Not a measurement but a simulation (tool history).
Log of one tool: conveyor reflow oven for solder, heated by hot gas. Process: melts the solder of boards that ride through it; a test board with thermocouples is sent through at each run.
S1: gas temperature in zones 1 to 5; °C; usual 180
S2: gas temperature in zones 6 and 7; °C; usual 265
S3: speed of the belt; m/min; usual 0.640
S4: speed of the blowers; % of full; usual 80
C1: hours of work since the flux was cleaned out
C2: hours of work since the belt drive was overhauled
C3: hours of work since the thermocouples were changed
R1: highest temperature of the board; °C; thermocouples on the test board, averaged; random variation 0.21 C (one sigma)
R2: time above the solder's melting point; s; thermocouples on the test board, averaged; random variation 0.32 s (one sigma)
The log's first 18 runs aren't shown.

run,day,S1,S2,S3,S4,C1,C2,C3,R1,R2
19,6.800,180,280,0.640,80,104,176,148,262.1,63.3
20,7.317,169,278,0.575,60,114,186,158,257.7,63.8
21,7.733,169,278,0.575,60,122,194,166,257.3,64.0
22,8.192,178,261,0.641,90,130,202,174,246.6,53.0
23,8.604,184,265,0.630,80,138,210,182,250.3,58.9
24,8.879,184,265,0.630,80,143,215,187,250.3,59.2
25,9.358,182,275,0.515,68,152,224,196,262.4,81.4
26,9.758,182,253,0.515,70,160,232,204,243.1,66.6
27,10.083,166,265,0.675,80,166,238,210,244.2,43.6
28,10.396,166,265,0.675,80,172,244,215,244.3,44.1
29,10.788,166,265,0.683,74,179,251,223,242.8,40.8
30,11.083,190,265,0.683,82,185,256,228,249.4,56.3

Forecast each of these 5 alternatives for the next run:
A,11.546,180,262,0.755,68,193,265,237,?,?
B,11.546,177,258,0.640,59,193,265,237,?,?
C,11.546,190,265,0.605,82,193,265,237,?,?
D,11.546,195,255,0.683,50,193,265,237,?,?
E,11.546,194,265,0.751,52,193,265,237,?,?

run,R1,R2
A,238.6,36.8
B,239.2,43.5
C,252.9,66.2
D,236.7,44.1
E,241.2,42.8
Without the tool's hidden state the same runs would have given:
run,R1,R2
A,238.8,37.0
B,239.3,43.7
C,253.0,66.3
D,236.8,44.2
E,241.3,42.9

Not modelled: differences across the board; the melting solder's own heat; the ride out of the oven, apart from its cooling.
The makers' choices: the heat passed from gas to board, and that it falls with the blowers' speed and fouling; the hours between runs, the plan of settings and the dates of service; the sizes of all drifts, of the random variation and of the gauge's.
